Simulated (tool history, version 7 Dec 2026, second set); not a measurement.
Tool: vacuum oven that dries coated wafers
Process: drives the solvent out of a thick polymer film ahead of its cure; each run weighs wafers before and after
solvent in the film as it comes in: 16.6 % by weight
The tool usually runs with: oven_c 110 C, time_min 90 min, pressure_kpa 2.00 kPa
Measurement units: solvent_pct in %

run     day  oven_c  time_min  pressure_kpa  solvent_pct
  1   0.000     110        90          2.00         3.03
  2   3.221     110        71          2.00         3.68
  3   6.575     110        90          2.00         3.14
  4   9.262     110        90          2.00         3.20
  5  12.808     110        90          2.50         3.32
  6  15.475     110        90          2.00         2.86
  7  18.583     110        90          2.00         2.92
  8  22.058     116        50          5.31         5.67
  9  24.525      96        63          5.46        10.61
 10  26.900     105        90          2.00         3.78
 11  29.788     110        54          2.27         4.63

Between the runs listed above, the log contained 1 entry, not reproduced here. Where in the sequence does each belong, and how does what the log doesn't record of the tool's condition differ from the listed run before to the listed run after?
From run 4 to run 5: oven's thermocouples calibrated (day 11.192)
  true wafer temperature over the reading, C: -2.01 -> -0.06; true pressure over the reading, kPa: 0.41 -> 0.421
  what was measured, less what the result would be without the hidden state, solvent_pct: +0.66 -> +0.37 %
